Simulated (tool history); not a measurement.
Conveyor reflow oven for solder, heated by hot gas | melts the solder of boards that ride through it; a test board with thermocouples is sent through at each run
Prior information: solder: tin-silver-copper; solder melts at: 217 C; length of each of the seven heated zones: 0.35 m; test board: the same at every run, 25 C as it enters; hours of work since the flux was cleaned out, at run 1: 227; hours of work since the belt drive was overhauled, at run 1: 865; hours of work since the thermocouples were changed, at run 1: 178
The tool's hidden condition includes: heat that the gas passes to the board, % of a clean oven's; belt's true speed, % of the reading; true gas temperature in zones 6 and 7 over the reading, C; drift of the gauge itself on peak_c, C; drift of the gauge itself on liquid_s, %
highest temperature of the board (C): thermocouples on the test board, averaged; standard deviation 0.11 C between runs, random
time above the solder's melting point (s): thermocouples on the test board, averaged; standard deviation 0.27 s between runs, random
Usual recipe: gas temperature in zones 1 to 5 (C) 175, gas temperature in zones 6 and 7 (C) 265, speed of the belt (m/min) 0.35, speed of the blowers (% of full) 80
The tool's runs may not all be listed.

run    hour  gas temperature in zones 1 to 5 (C)  gas temperature in zones 6 and 7 (C)  speed of the belt (m/min)  speed of the blowers (% of full)  hours of work since the flux was cleaned out  hours of work since the belt drive was overhauled  hours of work since the thermocouples were changed  highest temperature of the board (C)  time above the solder's melting point (s)
  1       0                                  175                                   265                       0.35                                80                                           227                                                865                                                 178                                 256.1                                       98.8
  2    38.2                                  175                                   265                       0.35                                80                                           245                                                884                                                 196                                   256                                       98.7
  3    85.3                                  175                                   265                       0.35                                80                                           267                                                906                                                 219                                 256.1                                       98.6
  4   142.1                                  175                                   265                       0.35                                81                                           294                                                933                                                 246                                   256                                       98.7
      169.5  -- flux residue cleaned out of gas plates and filters
  5   191.6                                  175                                   265                      0.281                                80                                            10                                                954                                                 267                                 261.4                                        132
  6   269.5                                  175                                   265                      0.281                                80                                            47                                                991                                                 304                                 261.1                                      132.2
  7   337.2                                  175                                   265                      0.281                                80                                            80                                               1023                                                 336                                 261.2                                        133
  8   413.9                                  175                                   265                      0.281                                80                                           116                                               1059                                                 372                                 260.7                                      131.6
  9   447.1                                  175                                   265                       0.35                                80                                           132                                               1075                                                 388                                 257.2                                      100.9
 10   495.4                                  175                                   265                      0.283                                80                                           155                                               1098                                                 411                                 261.1                                      130.5
 11   557.5                                  175                                   265                      0.283                                80                                           184                                               1127                                                 440                                 260.8                                      130.8
 12   600.4                                  175                                   265                      0.283                                80                                           204                                               1148                                                 461                                 260.9                                      130.9
 13   649.8                                  175                                   272                      0.283                                58                                           228                                               1171                                                 484                                 265.4                                      133.4
 14   701.4                                  179                                   275                      0.372                                84                                           252                                               1196                                                 509                                 265.7                                      102.1
 15   782.5                                  179                                   275                      0.372                                84                                           291                                               1234                                                 547                                 265.6                                      102.6
      801.4  -- thermocouples of zones 6 and 7 changed
      824.1  -- flux residue cleaned out of gas plates and filters
 16   826.2                                  172                                   265                      0.378                                77                                             1                                               1251                                                   9                                 254.9                                       89.8
 17   874.2                                  172                                   265                      0.378                                77                                            24                                               1274                                                  32                                 254.5                                       89.2
 18   954.4                                  173                                   257                      0.286                                55                                            62                                               1312                                                  70                                 250.1                                      115.2
 19  1005.2                                  167                                   257                      0.286                                52                                            86                                               1336                                                  94                                 248.8                                      109.4
 20  1083.1                                  175                                   271                       0.35                                80                                           123                                               1373                                                 131                                 262.5                                      106.1
 21  1127.1                                  177                                   274                      0.324                                69                                           144                                               1394                                                 152                                   266                                      117.5
 22  1184.6                                  174                                   266                      0.294                                87                                           171                                               1421                                                 179                                 261.4                                      126.7
 23  1247.3                                  174                                   266                      0.294                                87                                           201                                               1451                                                 209                                 261.3                                      126.2
 24  1320.1                                  163                                   266                      0.294                                53                                           235                                               1486                                                 244                                 256.7                                        113

What differs in the tool's unlogged condition from the final listed run ahead of each entry between runs to the first listed run following it?
In the gap between runs 4 and 5: flux residue cleaned out of gas plates and filters (hour 169.5)
  heat that the gas passes to the board, % of a clean oven's: 90 -> 99.5; belt's true speed, % of the reading: 98.36 -> 98.32; true gas temperature in zones 6 and 7 over the reading, C: 0.28 -> 0.33
  measured less the result without the state, highest temperature of the board (C): -1 -> +0.5; time above the solder's melting point (s): +0.1 -> +2.8
In the gap between runs 15 and 16: thermocouples of zones 6 and 7 changed (hour 801.4); flux residue cleaned out of gas plates and filters (hour 824.1)
  heat that the gas passes to the board, % of a clean oven's: 90.2 -> 99.4; belt's true speed, % of the reading: 97.81 -> 97.78; true gas temperature in zones 6 and 7 over the reading, C: 1 -> -0.06
  measured less the result without the state, highest temperature of the board (C): -0.3 -> +0.3; time above the solder's melting point (s): +1.8 -> +2.5
